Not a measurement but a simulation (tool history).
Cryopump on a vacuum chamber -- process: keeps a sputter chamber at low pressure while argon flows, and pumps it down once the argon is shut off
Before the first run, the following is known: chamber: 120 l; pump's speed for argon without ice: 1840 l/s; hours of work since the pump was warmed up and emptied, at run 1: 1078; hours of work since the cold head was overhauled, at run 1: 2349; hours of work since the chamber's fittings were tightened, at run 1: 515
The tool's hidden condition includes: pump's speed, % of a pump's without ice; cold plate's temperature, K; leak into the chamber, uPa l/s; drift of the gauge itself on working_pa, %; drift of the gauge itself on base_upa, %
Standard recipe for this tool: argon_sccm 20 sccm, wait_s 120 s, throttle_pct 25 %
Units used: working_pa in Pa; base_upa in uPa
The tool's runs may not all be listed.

run,hour,argon_sccm,wait_s,throttle_pct,hours of work since the pump was warmed up and emptied,hours of work since the cold head was overhauled,hours of work since the chamber's fittings were tightened,working_pa,base_upa
1,0.0,20,120,25,1078,2349,515,0.0792,1.21
2,75.1,20,120,25,1142,2414,579,0.0794,1.26
# hour 112.3: pump warmed up, emptied and cooled again
3,115.0,20,120,25,2,2444,609,0.0748,1.11
4,175.4,20,120,25,54,2496,662,0.0740,1.18
5,218.5,20,120,25,92,2533,699,0.0741,1.20
6,272.6,20,120,25,138,2580,745,0.0749,1.24
7,343.2,23,120,25,199,2641,806,0.0859,1.32
8,384.7,20,120,15,235,2676,842,0.1234,1.33
9,418.9,10,120,25,264,2706,871,0.0379,1.41
10,465.1,10,120,25,304,2746,911,0.0380,1.43
11,511.0,10,120,25,343,2785,950,0.0377,1.44
12,563.5,10,120,25,389,2831,996,0.0382,1.54
# hour 589.7: leaking fittings of the chamber tightened, without venting
13,608.1,10,120,25,425,2867,16,0.0373,0.65
14,666.7,10,120,25,476,2918,66,0.0386,0.67
15,722.2,10,120,25,524,2965,114,0.0384,0.72
16,785.0,10,120,25,578,3020,168,0.0377,0.80
17,843.3,10,120,25,628,3070,218,0.0389,0.85
18,909.3,10,120,25,685,3127,275,0.0381,0.87
19,946.6,36,74,25,717,3159,307,0.1387,1.24
20,984.9,36,74,25,750,3192,340,0.1392,1.23
21,1020.0,36,74,25,780,3222,371,0.1381,1.26
22,1060.8,19,65,32,815,3257,406,0.0583,1.37
23,1091.2,19,44,54,841,3283,432,0.0364,1.80
24,1149.1,19,44,54,891,3333,482,0.0370,1.86
25,1207.9,19,110,54,942,3384,532,0.0368,1.23
26,1281.4,20,39,25,1005,3447,596,0.0783,2.15
27,1318.2,27,49,17,1037,3479,627,0.1518,1.93
28,1384.9,20,28,17,1094,3536,685,0.1130,2.76
29,1430.6,20,70,51,1134,3576,724,0.0417,1.66
30,1462.9,27,251,51,1162,3603,752,0.0559,1.27
# hour 1476.6: pump warmed up, emptied and cooled again
31,1508.3,32,23,25,27,3638,787,0.1180,3.07
32,1564.8,31,22,18,76,3687,836,0.1590,3.20
33,1620.7,31,22,18,124,3735,884,0.1604,3.28

Hidden state at the last listed run before each entry between runs and at the first one after, where it differs:
Between runs 2 and 3: pump warmed up, emptied and cooled again (hour 112.3)
  pump's speed, % of a pump's without ice: 77.7 -> 99.4; leak into the chamber, uPa l/s: 1225 -> 1270
  measured minus no-state result, working_pa: +0.0056 -> +0.0004 Pa; base_upa: +0.69 -> +0.53 uPa
Between runs 12 and 13: leaking fittings of the chamber tightened, without venting (hour 589.7)
  pump's speed, % of a pump's without ice: 92.1 -> 91.5; cold plate's temperature, K: 12.71 -> 12.72; leak into the chamber, uPa l/s: 1822 -> 363
  measured minus no-state result, working_pa: +0.0009 -> +0.0010 Pa; base_upa: +0.93 -> +0.06 uPa
Between runs 30 and 31: pump warmed up, emptied and cooled again (hour 1476.6)
  pump's speed, % of a pump's without ice: 77.8 -> 99; cold plate's temperature, K: 12.86 -> 12.87; leak into the chamber, uPa l/s: 1419 -> 1469
  measured minus no-state result, working_pa: +0.0076 -> +0.0008 Pa; base_upa: +0.87 -> +0.66 uPa
